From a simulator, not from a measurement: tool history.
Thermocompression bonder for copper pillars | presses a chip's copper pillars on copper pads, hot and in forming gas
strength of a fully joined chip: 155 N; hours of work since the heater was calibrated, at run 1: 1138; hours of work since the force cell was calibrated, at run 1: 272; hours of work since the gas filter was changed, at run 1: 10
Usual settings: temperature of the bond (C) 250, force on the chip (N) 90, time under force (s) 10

| run | day | temperature of the bond (C) | force on the chip (N) | time under force (s) | hours of work since the heater was calibrated | hours of work since the force cell was calibrated | hours of work since the gas filter was changed | force that shears a chip off (N) |
|---|---|---|---|---|---|---|---|---|
| 1 | 0 | 250 | 90 | 10 | 1138 | 272 | 10 | 84.5 |
| 2 | 0.25 | 250 | 86 | 10 | 1142 | 276 | 14 | 80.2 |
| 3 | 0.738 | 250 | 86 | 10 | 1149 | 284 | 21 | 80.2 |
| 4 | 1.171 | 250 | 86 | 10 | 1156 | 290 | 28 | 79.8 |
| 5 | 1.662 | 250 | 90 | 10 | 1164 | 298 | 35 | 82.6 |
|  | 1.746 | force cell calibrated |
| 6 | 2.15 | 260 | 90 | 10 | 1170 | 6 | 42 | 91 |
| 7 | 2.379 | 260 | 90 | 10 | 1173 | 10 | 45 | 91.5 |
| 8 | 2.867 | 250 | 90 | 10 | 1181 | 17 | 53 | 82.5 |
| 9 | 3.229 | 250 | 90 | 10 | 1186 | 23 | 58 | 82.2 |
|  | 3.483 | force cell calibrated, once more |
| 10 | 3.525 | 253 | 126 | 24 | 1190 | 1 | 62 | 123.1 |
| 11 | 3.733 | 247 | 68 | 9 | 1193 | 4 | 65 | 62.8 |
| 12 | 3.979 | 247 | 68 | 9 | 1197 | 8 | 69 | 62.7 |
| 13 | 4.229 | 267 | 70 | 24 | 1201 | 11 | 72 | 107.3 |
| 14 | 4.692 | 252 | 70 | 7 | 1208 | 18 | 79 | 61.1 |
| 15 | 5.046 | 256 | 134 | 24 | 1213 | 24 | 85 | 128.8 |
|  | 5.483 | heater calibrated with a thermocouple chip |
| 16 | 5.612 | 250 | 130 | 26 | 2 | 31 | 92 | 128 |
| 17 | 5.921 | 223 | 74 | 8 | 7 | 36 | 97 | 50.9 |

Forecast each of these 5 alternatives for the next run:
| A | 6.271 | 221 | 55 | 8 | 12 | 41 | 102 | ? |
| B | 6.271 | 275 | 91 | 7 | 12 | 41 | 102 | ? |
| C | 6.271 | 223 | 110 | 14 | 12 | 41 | 102 | ? |
| D | 6.271 | 279 | 100 | 11 | 12 | 41 | 102 | ? |
| E | 6.271 | 241 | 74 | 8 | 12 | 41 | 102 | ? |

| run | force that shears a chip off (N) |
|---|---|
| A | 39.5 |
| B | 95.4 |
| C | 81 |
| D | 115.6 |
| E | 63.6 |
Without the tool's hidden state the same runs would have given:
| run | force that shears a chip off (N) |
|---|---|
| A | 41 |
| B | 98.6 |
| C | 83.9 |
| D | 119.3 |
| E | 65.8 |
